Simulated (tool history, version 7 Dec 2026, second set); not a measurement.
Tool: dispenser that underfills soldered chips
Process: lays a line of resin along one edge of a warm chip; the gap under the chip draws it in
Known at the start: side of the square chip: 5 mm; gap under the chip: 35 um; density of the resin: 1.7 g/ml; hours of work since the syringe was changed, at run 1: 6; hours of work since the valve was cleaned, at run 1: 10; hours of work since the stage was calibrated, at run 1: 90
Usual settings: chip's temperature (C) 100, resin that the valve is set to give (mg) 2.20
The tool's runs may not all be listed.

run    day  chip's temperature (C)  resin that the valve is set to give (mg)  hours of work since the syringe was changed  hours of work since the valve was cleaned  hours of work since the stage was calibrated  time until the resin shows at the far edge (s)  resin that the valve gave (mg)
  1  0.000                     100                                      2.20                                            6                                         10                                            90                                            30.8                            2.18
     0.042  -- new syringe of resin
  2  0.212                     100                                      2.20                                            3                                         13                                            94                                            23.7                            2.17
  3  0.350                     100                                      2.20                                            6                                         16                                            97                                            27.7                            2.16
     0.442  -- new syringe of resin
  4  0.488                     100                                      2.20                                            1                                         18                                            99                                            20.0                            2.18
  5  0.688                      98                                      2.20                                            5                                         22                                           102                                            26.8                            2.16
  6  0.796                      98                                      2.20                                            6                                         24                                           104                                            31.2                            2.15
     0.838  -- new syringe of resin
  7  0.908                     100                                      2.82                                            1                                         26                                           106                                            20.1                            2.74
  8  1.046                     100                                      2.82                                            4                                         28                                           109                                            23.7                            2.74
  9  1.150                      96                                      2.20                                            6                                         30                                           111                                            31.6                            2.13
     1.242  -- new syringe of resin
 10  1.329                      96                                      2.20                                            2                                         33                                           114                                            23.1                            2.13
 11  1.467                      99                                      2.48                                            4                                         36                                           116                                            26.0                            2.39
     1.633  -- new syringe of resin
 12  1.658                      99                                      2.48                                            0                                         39                                           119                                            19.6                            2.39
 13  1.771                      99                                      2.48                                            3                                         41                                           121                                            22.1                            2.38
 14  1.962                      88                                      2.53                                            6                                         44                                           125                                            38.8                            2.41

Forecast each of these 4 alternatives for the next run:
     2.029  -- new syringe of resin
  A  2.075                     106                                      2.73                                            1                                         46                                           127                                               ?                               ?
     2.029  -- new syringe of resin
  B  2.075                     104                                      2.24                                            1                                         46                                           127                                               ?                               ?
     2.029  -- new syringe of resin
  C  2.075                      85                                      1.96                                            1                                         46                                           127                                               ?                               ?
     2.029  -- new syringe of resin
  D  2.075                     100                                      2.80                                            1                                         46                                           127                                               ?                               ?

run  time until the resin shows at the far edge (s)  resin that the valve gave (mg)
  A                                            16.2                            2.60
  B                                            17.2                            2.15
  C                                            30.5                            1.88
  D                                            18.7                            2.66
Without the tool's hidden state the same runs would have given:
run  time until the resin shows at the far edge (s)  resin that the valve gave (mg)
  A                                            15.8                            2.72
  B                                            16.7                            2.25
  C                                            29.5                            1.97
  D                                            18.3                            2.79
